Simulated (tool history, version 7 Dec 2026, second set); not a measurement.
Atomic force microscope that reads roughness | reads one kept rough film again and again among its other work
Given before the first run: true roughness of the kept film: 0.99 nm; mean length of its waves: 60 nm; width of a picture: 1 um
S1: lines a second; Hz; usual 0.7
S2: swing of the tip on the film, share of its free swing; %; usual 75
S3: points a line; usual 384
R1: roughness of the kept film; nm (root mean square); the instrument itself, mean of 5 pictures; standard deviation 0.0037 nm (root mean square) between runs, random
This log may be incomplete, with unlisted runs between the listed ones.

run	day	S1	S2	S3	R1
1	0	0.7	75	384	0.961
2	1.279	0.7	75	384	0.954
3	3.354	0.7	75	384	0.951
4	4.421	0.7	75	857	0.953
5	5.529	0.7	75	857	0.946
6	7.925	0.7	75	857	0.967
7	9.25	0.7	75	857	0.962
8	11.521	0.7	75	857	0.948
9	13.208	0.7	75	384	0.95
10	14.562	0.7	75	384	0.963
11	16.75	0.7	75	384	0.958
12	17.821	0.7	75	384	0.954
13	19.329	3.344	75	384	0.868
14	21.629	2.482	71	505	0.928
15	23.821	2.482	71	505	0.921
16	24.954	3.672	71	1000	0.885
17	26.129	3.672	71	1000	0.886
18	28.508	0.925	62	384	0.979
19	29.704	1.459	56	384	0.969
20	31.562	0.575	75	256	0.946
21	33.438	1.178	62	384	0.948
22	34.717	1.178	87	327	0.893
23	36.725	1.178	87	405	0.912

Taken out of this log: 7 entries between the listed runs. Where each belongs, and how the hidden state differs across it:
In the gap between runs 5 and 6: new tip fitted (day 6.388)
  radius of the tip, nm: 25.5 -> 11.1; height scale over the true one, %: 0.87 -> 0.92
  measured result minus the result with no hidden state, R1: -0.011 -> +0.004 nm (root mean square)
In the gap between runs 9 and 10: new tip fitted (day 13.546)
  radius of the tip, nm: 26.3 -> 10.3; height scale over the true one, %: 1.03 -> 1.05
  measured result minus the result with no hidden state, R1: -0.01 -> +0.006 nm (root mean square)
In the gap between runs 13 and 14: new tip fitted (day 20.688)
  radius of the tip, nm: 22.9 -> 9.5; height scale over the true one, %: 1.15 -> 1.19
  measured result minus the result with no hidden state, R1: -0.005 -> +0.009 nm (root mean square)
In the gap between runs 16 and 17: height scale calibrated on a step standard (day 25.146)
  radius of the tip, nm: 18.3 -> 21.3; height scale over the true one, %: 1.27 -> 1.49
  measured result minus the result with no hidden state, R1: +0 -> -0.001 nm (root mean square)
In the gap between runs 17 and 18: new tip fitted (day 27.846)
  radius of the tip, nm: 21.3 -> 9.1; height scale over the true one, %: 1.49 -> 1.54
  measured result minus the result with no hidden state, R1: -0.001 -> +0.013 nm (root mean square)
In the gap between runs 19 and 20: height scale calibrated on a step standard, once more (day 30.408)
  radius of the tip, nm: 12.3 -> 17.1; height scale over the true one, %: 1.56 -> 0.03
  measured result minus the result with no hidden state, R1: +0.009 -> -0.01 nm (root mean square)
In the gap between runs 22 and 23: new tip fitted (day 35.079)
  radius of the tip, nm: 26.1 -> 12.1; height scale over the true one, %: 0.1 -> 0.14
  measured result minus the result with no hidden state, R1: -0.017 -> -0.004 nm (root mean square)

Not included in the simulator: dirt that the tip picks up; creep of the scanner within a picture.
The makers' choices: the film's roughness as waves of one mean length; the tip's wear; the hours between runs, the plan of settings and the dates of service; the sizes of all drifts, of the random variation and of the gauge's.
